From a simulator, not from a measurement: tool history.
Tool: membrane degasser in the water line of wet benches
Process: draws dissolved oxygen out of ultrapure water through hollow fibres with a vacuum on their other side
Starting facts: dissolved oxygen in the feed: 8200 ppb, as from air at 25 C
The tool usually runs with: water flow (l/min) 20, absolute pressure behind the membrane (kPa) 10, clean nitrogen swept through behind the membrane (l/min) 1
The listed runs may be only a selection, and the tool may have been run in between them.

run   hour  water flow (l/min)  absolute pressure behind the membrane (kPa)  clean nitrogen swept through behind the membrane (l/min)  dissolved oxygen in the water behind the degasser (ppb)  pressure that the water loses in the fibres (kPa)
  1      0                  20                                           10                                                         1                                                      360                                              62.22
  2   26.4                  20                                           10                                                         1                                                    364.2                                              62.58
  3   75.8                  20                                           10                                                         1                                                    362.8                                              62.13
  4  130.2                  20                                            9                                                         1                                                    317.8                                              62.38
  5  174.9                  20                                            9                                                         1                                                    316.2                                              62.65
  6    203                  20                                            9                                                         1                                                    315.6                                              62.51
       208  -- vacuum gauge calibrated
  7  229.6                  27                                         19.3                                                      1.71                                                    723.8                                              84.01
  8    286                  20                                         12.4                                                         1                                                    459.7                                              62.93
  9    338                  20                                          7.6                                                      2.94                                                    138.3                                              62.89
 10  364.3                  20                                          7.6                                                      2.94                                                    138.7                                              62.47

Below are 4 alternative next runs, each starting from the tool's condition after run 10. Predict each:
     411.7  -- vacuum gauge calibrated, once more
  A  417.9                  18                                          7.6                                                      0.62                                                        ?                                                  ?
     411.7  -- vacuum gauge calibrated, once more
  B  417.9                  20                                         18.2                                                      1.06                                                        ?                                                  ?
     411.7  -- vacuum gauge calibrated, once more
  C  417.9                  25                                           10                                                         1                                                        ?                                                  ?
     411.7  -- vacuum gauge calibrated, once more
  D  417.9                  19                                          7.6                                                      0.43                                                        ?                                                  ?

run  dissolved oxygen in the water behind the degasser (ppb)  pressure that the water loses in the fibres (kPa)
  A                                                    308.1                                               56.3
  B                                                    660.8                                              62.52
  C                                                    513.3                                              77.91
  D                                                      414                                              59.62
Without the tool's unlogged condition, the same runs would have read:
run  dissolved oxygen in the water behind the degasser (ppb)  pressure that the water loses in the fibres (kPa)
  A                                                    301.5                                              56.06
  B                                                    648.2                                              62.25
  C                                                    504.7                                              77.57
  D                                                    408.5                                              59.36
